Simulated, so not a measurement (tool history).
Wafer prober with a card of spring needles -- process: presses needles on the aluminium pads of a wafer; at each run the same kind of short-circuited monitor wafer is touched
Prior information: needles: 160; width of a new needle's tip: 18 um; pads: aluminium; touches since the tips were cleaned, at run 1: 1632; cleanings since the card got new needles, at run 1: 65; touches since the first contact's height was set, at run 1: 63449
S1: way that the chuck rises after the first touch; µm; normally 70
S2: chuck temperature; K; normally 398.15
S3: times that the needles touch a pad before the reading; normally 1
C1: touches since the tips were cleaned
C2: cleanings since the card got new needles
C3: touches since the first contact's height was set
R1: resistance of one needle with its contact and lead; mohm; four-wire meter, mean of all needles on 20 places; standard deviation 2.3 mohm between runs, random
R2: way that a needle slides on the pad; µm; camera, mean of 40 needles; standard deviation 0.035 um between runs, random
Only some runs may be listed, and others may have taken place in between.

run   hour  S1      S2  S3    C1   C2      C3   R1     R2
  1      0  70  398.15   1  1632   65   63449  270  10.55
       8.4  -- tips cleaned on abrasive film
      19.9  -- tips cleaned on abrasive film
  2   29.1  70  386.15   1  5020   67   79280  280  10.41
      31.6  -- tips cleaned on abrasive film
        43  -- tips cleaned on abrasive film
  3   51.8  70  398.15   2  4775   69   91596  276  10.42
      54.3  -- tips cleaned on abrasive film
      63.2  -- tips cleaned on abrasive film, once more
      74.3  -- tips cleaned on abrasive film
  4   74.9  70  398.15   2   312   72  104124  262  10.35
      85.1  -- tips cleaned on abrasive film
      96.6  -- tips cleaned on abrasive film
  5   97.3  70  398.15   2   407   74  116292  263  10.35
     108.6  -- tips cleaned on abrasive film
     119.5  -- tips cleaned on abrasive film
  6  125.9  70  398.15   2  3501   76  131870  272  10.24
     130.1  -- tips cleaned on abrasive film
     140.7  -- tips cleaned on abrasive film
  7  148.4  74  398.15   1  4203   78  144059  280   10.9
     152.9  -- tips cleaned on abrasive film
     164.2  -- tips cleaned on abrasive film
  8  172.5  71  398.15   1  4581   80  157193  283  10.36
     174.8  -- tips cleaned on abrasive film
     186.4  -- tips cleaned on abrasive film
     197.5  -- tips cleaned on abrasive film
     203.9  -- height of the first contact set anew
  9  203.9  71  398.15   1  3353   83       0  280  10.89
     208.9  -- tips cleaned on abrasive film
     219.4  -- tips cleaned on abrasive film
     229.8  -- tips cleaned on abrasive film
 10  229.8  71  304.15   1     0   86   14032  237  10.96
     240.5  -- tips cleaned on abrasive film
     251.9  -- tips cleaned on abrasive film
 11  252.8  70  398.15   1   455   88   26505  265  10.71
     262.2  -- tips cleaned on abrasive film
 12  271.8  70  398.15   1  5254   89   36900  281  10.69
     274.4  -- tips cleaned on abrasive film
     285.5  -- tips cleaned on abrasive film
 13  290.9  72  326.15   1  2943   91   47252  256  10.99
     295.8  -- tips cleaned on abrasive film
     306.4  -- tips cleaned on abrasive film
     317.4  -- tips cleaned on abrasive film
 14  322.2  86  303.15   1  2677   94   64267  248  13.05
     329.7  -- tips cleaned on abrasive film
     339.9  -- tips cleaned on abrasive film
 15  346.6  86  303.15   1  3651   96   77488  247  13.01
     351.7  -- tips cleaned on abrasive film
       363  -- tips cleaned on abrasive film
     373.2  -- tips cleaned on abrasive film
 16    380  56  299.15   3  3710   99   95629  254   8.37
     384.1  -- tips cleaned on abrasive film
     394.3  -- tips cleaned on abrasive film
     404.4  -- tips cleaned on abrasive film
 17    412  56  299.15   3  4155  102  113033  250   8.27
     415.4  -- tips cleaned on abrasive film
     426.5  -- tips cleaned on abrasive film
 18  429.3  71  331.15   3  1518  104  122397  252  10.48
     436.7  -- tips cleaned on abrasive film
     447.9  -- tips cleaned on abrasive film
     459.4  -- tips cleaned on abrasive film
 19  463.1  63  338.15   1  2055  107  140764  267   9.23
     470.6  -- tips cleaned on abrasive film
     482.1  -- tips cleaned on abrasive film
 20  488.8  63  398.15   2  3631  109  154717  277   9.22
     493.7  -- tips cleaned on abrasive film
     503.6  -- tips cleaned on abrasive film
 21    504  67  307.15   2   171  111  162942  243   9.84
     515.7  -- tips cleaned on abrasive film
     524.8  -- height of the first contact set anew
     527.3  -- tips cleaned on abrasive film
     537.3  -- tips cleaned on abrasive film
 22  537.3  61  305.15   2     0  114    6771  242   9.35

Branching from run 22: 3 alternative next runs. What would each branch give?
     547.4  -- tips cleaned on abrasive film
  A  555.6  55  305.15   1  4457  115  16712   ?   ?
     547.4  -- tips cleaned on abrasive film
  B  555.6  75  327.15   2  4457  115  16712   ?   ?
     547.4  -- tips cleaned on abrasive film
  C  555.6  62  325.15   2  4457  115  16712   ?   ?

run   R1     R2
  A  280   8.41
  B  255  11.44
  C  262   9.47
Without the tool's hidden state the same runs would have given:
run   R1    R2
  A  240  8.47
  B  241  11.5
  C  241  9.53
